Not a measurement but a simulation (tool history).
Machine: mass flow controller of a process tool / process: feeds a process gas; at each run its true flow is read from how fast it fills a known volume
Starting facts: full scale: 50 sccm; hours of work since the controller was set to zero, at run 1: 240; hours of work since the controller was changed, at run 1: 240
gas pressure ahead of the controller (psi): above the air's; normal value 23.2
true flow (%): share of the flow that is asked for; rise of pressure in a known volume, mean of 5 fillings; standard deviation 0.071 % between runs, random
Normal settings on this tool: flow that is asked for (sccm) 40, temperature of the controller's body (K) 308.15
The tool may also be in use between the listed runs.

run,day,flow that is asked for (sccm),gas pressure ahead of the controller (psi),temperature of the controller's body (K),hours of work since the controller was set to zero,hours of work since the controller was changed,true flow (%)
1,0,40,23.2,308.15,240,240,100.28
2,3.654,7,23.2,308.15,278,278,99.95
3,7.188,7,23.2,308.15,313,313,99.87
4,12.946,11,23.2,308.15,372,372,99.83
5,16.671,11,23.2,308.15,410,410,99.9
6,21.383,40,23.2,308.15,457,457,100.21
7,24.917,40,23.2,308.15,493,493,100.31
8,30.392,40,23.2,308.15,549,549,100.2
9,35.333,40,23.2,308.15,599,599,100.14
10,39.917,40,23.2,308.15,645,645,100.19
11,43.408,28,23.2,308.15,681,681,100.1
12,47.4,28,23.2,308.15,721,721,99.94
13,52.433,28,23.2,308.15,772,772,100
14,58.208,40,30.3,308.15,831,831,100.45
15,63.312,40,36.1,308.15,883,883,100.83
16,66.479,40,36.1,306.15,915,915,100.53
17,70.45,40,36.1,306.15,955,955,100.56
18,75.667,40,23.2,308.15,1008,1008,100.15
19,78.971,40,23.2,308.15,1041,1041,100.18
# day 79.483: controller's zero set anew
20,82.312,40,23.2,294.15,29,1075,99.22
21,86.7,40,23.2,294.15,73,1120,99.25
22,90.829,40,23.2,294.15,115,1162,99.3
23,93.917,45,23.2,308.15,146,1193,100.4
# day 98.979: controller's zero set anew, once more
24,99.921,40,23.2,298.15,10,1253,99.17
25,106.033,40,23.2,301.15,72,1316,99.41
26,111.412,40,23.2,301.15,126,1370,99.46
27,116.612,15,36.7,311.15,179,1423,100.42
28,119.717,7,21.3,295.15,210,1454,98.61
29,122.617,7,21.3,295.15,240,1484,98.55
30,125.45,14,23.2,308.15,268,1512,99.44
31,129.767,17,20.7,308.15,312,1556,99.29
32,134.071,17,20.7,308.15,356,1600,99.48
33,140.192,9,22.3,296.15,418,1662,98.67
34,146.188,40,24.1,308.15,479,1723,99.79
35,151.575,40,23.2,310.15,533,1777,100
36,155.8,14,31.2,295.15,576,1820,98.98
37,161.242,40,23.2,303.15,631,1875,99.52
38,167.204,40,23.2,303.15,692,1936,99.32
39,172.433,40,23.2,303.15,745,1989,99.34
40,175.054,20,37.9,293.15,772,2016,99.3
41,178.004,18,23.2,302.15,802,2045,99.09
42,183.512,26,23.2,296.15,857,2101,98.91
43,187.467,26,23.2,296.15,897,2141,98.75
44,191.629,26,23.2,299.15,940,2184,98.96
45,197.029,46,31.8,302.15,994,2238,99.84
46,199.842,7,23.2,297.15,1023,2267,99.56
47,204.675,43,25.1,308.15,1072,2316,99.87
48,208.679,43,25.1,308.15,1113,2357,99.77

Across each entry between runs, compare the hidden state at the last listed run before it with the hidden state at the first listed run after it:
Logged between run 19 and run 20: controller's zero set anew (day 79.483)
  flow at rest that the sensor doesn't see, % of full scale: 0.197 -> 0.313; true flow over the shown one, %: -0.34 -> -0.35
  difference, measured minus the result without the unlogged condition, true flow (%): -0.1 -> +0.04
Logged between run 23 and run 24: controller's zero set anew, once more (day 98.979)
  flow at rest that the sensor doesn't see, % of full scale: 0.334 -> 0.04; true flow over the shown one, %: -0.39 -> -0.42
  difference, measured minus the result without the unlogged condition, true flow (%): -0.03 -> -0.37
